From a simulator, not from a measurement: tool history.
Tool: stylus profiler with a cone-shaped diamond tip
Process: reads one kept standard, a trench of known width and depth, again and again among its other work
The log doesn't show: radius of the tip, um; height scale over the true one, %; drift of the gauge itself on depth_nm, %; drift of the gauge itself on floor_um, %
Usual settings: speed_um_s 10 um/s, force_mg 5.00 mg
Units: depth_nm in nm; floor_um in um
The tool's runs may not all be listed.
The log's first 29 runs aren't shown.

run	hour	speed_um_s	force_mg	scans with this tip	hours of work since the height scale was calibrated	depth_nm	floor_um
30	1323.8	6	5.00	3016	597	506.92	45.57
31	1364.2	6	5.00	3097	613	507.03	45.60
32	1410.5	6	5.00	3191	632	507.02	45.65
33	1452.2	6	5.00	3276	649	507.05	45.61
34	1514.1	10	6.93	3401	673	508.67	45.58
35	1566.5	12	11.84	3507	694	512.59	45.62
36	1619.5	29	2.42	3614	716	504.21	45.46
37	1653.4	10	14.60	3683	729	514.14	45.64
38	1684.2	10	14.60	3745	742	514.24	45.64
39	1737.4	10	14.60	3853	763	514.26	45.63

Forecast each of these 3 alternatives for the next run:
A	1799.3	5	5.00	3978	788	?	?
B	1799.3	10	9.13	3978	788	?	?
C	1799.3	16	14.80	3978	788	?	?

run	depth_nm	floor_um
A	507.00	45.64
B	510.46	45.61
C	514.43	45.63
Without the tool's hidden state the same runs would have given:
run	depth_nm	floor_um
A	506.99	45.64
B	510.46	45.62
C	514.43	45.63

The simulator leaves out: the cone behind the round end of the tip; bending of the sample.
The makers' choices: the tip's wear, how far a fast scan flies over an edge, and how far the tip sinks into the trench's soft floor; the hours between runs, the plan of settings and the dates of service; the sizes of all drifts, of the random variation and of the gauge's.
